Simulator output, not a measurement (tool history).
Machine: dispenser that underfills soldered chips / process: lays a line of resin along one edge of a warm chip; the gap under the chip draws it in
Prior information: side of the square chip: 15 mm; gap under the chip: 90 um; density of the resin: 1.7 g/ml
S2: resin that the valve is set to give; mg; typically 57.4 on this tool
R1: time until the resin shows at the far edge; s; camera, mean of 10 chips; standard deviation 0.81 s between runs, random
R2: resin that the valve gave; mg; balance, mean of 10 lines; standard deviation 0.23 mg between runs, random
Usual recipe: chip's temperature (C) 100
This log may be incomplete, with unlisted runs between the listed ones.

Run 1, day 0: usual settings. Result: R1 114.9 s, R2 54.62 mg.
At day 0.092: new syringe of resin.
Run 2, day 0.404: usual settings. Result: R1 122.7 s, R2 53.98 mg.
At day 0.496: new syringe of resin.
Run 3, day 0.792: usual settings. Result: R1 120.5 s, R2 53.44 mg.
At day 0.908: new syringe of resin.
Run 4, day 1.171: usual settings. Result: R1 112 s, R2 53.55 mg.
At day 1.267: dispensing valve cleaned and set on the balance.
At day 1.354: new syringe of resin.
Run 5, day 1.508: usual settings. Result: R1 94.3 s, R2 56.7 mg.
At day 1.738: new syringe of resin.
At day 2.108: new syringe of resin.
Run 6, day 2.108: usual settings but chip's temperature (C) 113. Result: R1 55 s, R2 56.28 mg.
At day 2.496: new syringe of resin.
Run 7, day 2.688: usual settings but chip's temperature (C) 113. Result: R1 72 s, R2 56.09 mg.
At day 2.904: new syringe of resin.
Run 8, day 3.225: usual settings but chip's temperature (C) 113, S2 55.2 mg. Result: R1 87.1 s, R2 53.16 mg.
At day 3.288: new syringe of resin.
Run 9, day 3.488: usual settings but chip's temperature (C) 113, S2 55.2 mg. Result: R1 76 s, R2 53.63 mg.
At day 3.675: new syringe of resin.
Run 10, day 3.812: usual settings but S2 55.7 mg. Result: R1 93 s, R2 53.43 mg.
At day 4.05: new syringe of resin.
Run 11, day 4.379: usual settings but S2 61.8 mg. Result: R1 122.3 s, R2 58.36 mg.
At day 4.421: new syringe of resin.
At day 4.796: new syringe of resin.
Run 12, day 4.921: usual settings but chip's temperature (C) 94, S2 61.8 mg. Result: R1 110.7 s, R2 57.91 mg.
At day 5.175: new syringe of resin.
Run 13, day 5.308: usual settings but chip's temperature (C) 94, S2 61.8 mg. Result: R1 108.1 s, R2 57.93 mg.
At day 5.567: new syringe of resin.
At day 5.642: dispensing valve cleaned and set on the balance.
Run 14, day 5.954: usual settings but chip's temperature (C) 97, S2 61.8 mg. Result: R1 137.3 s, R2 61.62 mg.
At day 6.004: new syringe of resin.
At day 6.371: new syringe of resin.
Run 15, day 6.488: usual settings but S2 61.3 mg. Result: R1 90.3 s, R2 60.39 mg.
At day 6.738: new syringe of resin.
Run 16, day 7.025: usual settings but S2 61.3 mg. Result: R1 118.9 s, R2 60.24 mg.
At day 7.125: new syringe of resin.
Run 17, day 7.412: usual settings but S2 50.3 mg. Result: R1 121.4 s, R2 48.53 mg.
At day 7.512: new syringe of resin.
Run 18, day 7.662: usual settings but chip's temperature (C) 96, S2 58.6 mg. Result: R1 108.3 s, R2 56.23 mg.
At day 7.925: new syringe of resin.
Run 19, day 7.992: usual settings but chip's temperature (C) 96, S2 58.6 mg. Result: R1 95 s, R2 56.58 mg.
At day 8.296: new syringe of resin.
Run 20, day 8.496: usual settings but chip's temperature (C) 96, S2 58.6 mg. Result: R1 113.1 s, R2 55.95 mg.
At day 8.692: new syringe of resin.
Run 21, day 8.917: usual settings but chip's temperature (C) 106, S2 51.4 mg. Result: R1 93.8 s, R2 48.73 mg.
At day 9.071: new syringe of resin.
Run 22, day 9.308: usual settings but chip's temperature (C) 106, S2 51.4 mg. Result: R1 93 s, R2 48.24 mg.
At day 9.442: new syringe of resin.
Run 23, day 9.617: usual settings but chip's temperature (C) 106, S2 51.4 mg. Result: R1 85.4 s, R2 48.15 mg.
At day 9.821: new syringe of resin.
At day 9.992: dispensing valve cleaned and set on the balance.
Run 24, day 10.146: usual settings but chip's temperature (C) 110, S2 60.4 mg. Result: R1 90.3 s, R2 59.84 mg.
At day 10.254: new syringe of resin.
At day 10.646: new syringe of resin.
Run 25, day 10.688: usual settings but chip's temperature (C) 89, S2 52.3 mg. Result: R1 113.9 s, R2 51.72 mg.
At day 11.017: new syringe of resin.
Run 26, day 11.104: usual settings but chip's temperature (C) 89, S2 52.3 mg. Result: R1 123.6 s, R2 51.31 mg.
At day 11.404: new syringe of resin.
Run 27, day 11.575: usual settings but chip's temperature (C) 93, S2 73.9 mg. Result: R1 121.4 s, R2 72.46 mg.
At day 11.775: new syringe of resin.
Run 28, day 11.967: usual settings but chip's temperature (C) 114, S2 63.9 mg. Result: R1 71.1 s, R2 61.92 mg.
At day 12.183: new syringe of resin.
Run 29, day 12.367: usual settings but chip's temperature (C) 110, S2 49.9 mg. Result: R1 78.2 s, R2 48.12 mg.
At day 12.567: new syringe of resin.
Run 30, day 12.871: usual settings but S2 55 mg. Result: R1 122 s, R2 53.07 mg.
At day 12.938: new syringe of resin.
At day 13.308: new syringe of resin.
Run 31, day 13.321: usual settings but chip's temperature (C) 92, S2 71.5 mg. Result: R1 97.7 s, R2 67.75 mg.
At day 13.675: new syringe of resin.
Run 32, day 13.892: usual settings but chip's temperature (C) 92, S2 71.5 mg. Result: R1 131.8 s, R2 67.4 mg.
At day 14.05: new syringe of resin.
At day 14.342: dispensing valve cleaned and set on the balance.
Run 33, day 14.342: usual settings but S2 58.1 mg. Result: R1 111.4 s, R2 57.57 mg.
At day 14.458: new syringe of resin.
At day 14.833: new syringe of resin.
Run 34, day 14.833: usual settings but chip's temperature (C) 86, S2 52 mg. Result: R1 117.8 s, R2 51.66 mg.

How would selected steps in R1 from run to run divide? Give the signed amount a tool lacking its hidden state would still show from settings, what came in and random variation, and the signed amount left for the hidden state, including any gauge scatter that is not in both of the compared results.
Hidden state at play: resin's viscosity, % of fresh resin's; dose that the valve gives, % of what is set; true chip temperature over the reading, C; drift of the gauge itself on fill_s, %; drift of the gauge itself on given_mg, %.
Run 13 -> 14: chip's temperature (C) 94 -> 97, new syringe of resin, dispensing valve cleaned and set on the balance. R1 +29.2 s: hidden state +38.3, all else -9.1.
Run 14 -> 15: chip's temperature (C) 97 -> 100, S2 61.8 -> 61.3, new syringe of resin, new syringe of resin. R1 -47 s: hidden state -42.5, all else -4.5.
Run 27 -> 28: chip's temperature (C) 93 -> 114, S2 73.9 -> 63.9, new syringe of resin. R1 -50.3 s: hidden state -10.8, all else -39.5.
Run 29 -> 30: chip's temperature (C) 110 -> 100, S2 49.9 -> 55, new syringe of resin. R1 +43.8 s: hidden state +27.2, all else +16.6.
Run 30 -> 31: chip's temperature (C) 100 -> 92, S2 55 -> 71.5, new syringe of resin, new syringe of resin. R1 -24.3 s: hidden state -42.3, all else +18.

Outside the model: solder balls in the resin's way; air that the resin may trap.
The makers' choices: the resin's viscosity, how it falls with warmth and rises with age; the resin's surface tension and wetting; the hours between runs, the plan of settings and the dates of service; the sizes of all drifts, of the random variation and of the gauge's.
